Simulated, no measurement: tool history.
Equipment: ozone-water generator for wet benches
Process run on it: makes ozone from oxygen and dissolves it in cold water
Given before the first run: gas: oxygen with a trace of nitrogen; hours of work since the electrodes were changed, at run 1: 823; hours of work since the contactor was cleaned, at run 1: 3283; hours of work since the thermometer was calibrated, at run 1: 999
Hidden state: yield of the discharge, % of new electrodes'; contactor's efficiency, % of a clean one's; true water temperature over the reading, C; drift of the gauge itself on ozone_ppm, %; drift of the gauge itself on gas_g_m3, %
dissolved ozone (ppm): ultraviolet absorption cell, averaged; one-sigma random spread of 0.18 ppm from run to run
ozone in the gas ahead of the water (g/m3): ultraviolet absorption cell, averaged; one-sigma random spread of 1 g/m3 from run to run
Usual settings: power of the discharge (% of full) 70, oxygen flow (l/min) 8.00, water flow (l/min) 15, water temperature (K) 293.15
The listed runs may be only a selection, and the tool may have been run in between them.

run     day  power of the discharge (% of full)  oxygen flow (l/min)  water flow (l/min)  water temperature (K)  hours of work since the electrodes were changed  hours of work since the contactor was cleaned  hours of work since the thermometer was calibrated  dissolved ozone (ppm)  ozone in the gas ahead of the water (g/m3)
  1   0.000                                  70                 8.00                  15                 293.15                                              823                                           3283                                                 999                   28.2                                       176.3
  2   5.200                                  70                 8.00                  15                 293.15                                              898                                           3358                                                1074                   28.2                                       176.5
  3  12.975                                  70                 8.00                  15                 300.15                                             1011                                           3470                                                1187                   23.9                                       176.2
  4  17.729                                  52                 8.00                  15                 293.15                                             1080                                           3539                                                1255                   23.0                                       146.6
  5  22.821                                  52                 8.00                  15                 293.15                                             1153                                           3613                                                1329                   23.1                                       145.4
  6  29.262                                  70                 8.00                  13                 293.15                                             1247                                           3706                                                1422                   30.2                                       175.3
  7  34.733                                  55                12.65                  13                 293.15                                             1326                                           3785                                                1501                   25.3                                       129.6
  8  42.212                                  70                 9.42                  15                 293.15                                             1434                                           3894                                                1610                   27.5                                       162.9
  9  46.838                                  86                 7.49                  11                 289.15                                             1501                                           3961                                                1677                   40.3                                       201.3
     50.496  -- contactor cleaned
 10  54.392                                  66                 6.86                  10                 296.15                                             1608                                             56                                                1784                   31.8                                       176.8
 11  61.021                                  84                 6.86                  10                 296.15                                             1704                                            152                                                1880                   36.6                                       203.7

Below are 3 alternative next runs, each starting from the tool's condition after run 11. Predict each:
  A  64.712                                  42                 6.86                  13                 291.15                                             1757                                            206                                                1933                      ?                                           ?
  B  64.712                                  81                 6.31                  10                 296.15                                             1757                                            206                                                1933                      ?                                           ?
  C  64.712                                  66                 8.00                  15                 296.15                                             1757                                            206                                                1933                      ?                                           ?

run  dissolved ozone (ppm)  ozone in the gas ahead of the water (g/m3)
  A                   22.9                                       133.4
  B                   36.1                                       206.5
  C                   25.1                                       166.8
Stripped of hidden state, with their random variation kept, the same runs would have yielded:
run  dissolved ozone (ppm)  ozone in the gas ahead of the water (g/m3)
  A                   23.7                                       137.4
  B                   38.0                                       216.5
  C                   26.3                                       174.0

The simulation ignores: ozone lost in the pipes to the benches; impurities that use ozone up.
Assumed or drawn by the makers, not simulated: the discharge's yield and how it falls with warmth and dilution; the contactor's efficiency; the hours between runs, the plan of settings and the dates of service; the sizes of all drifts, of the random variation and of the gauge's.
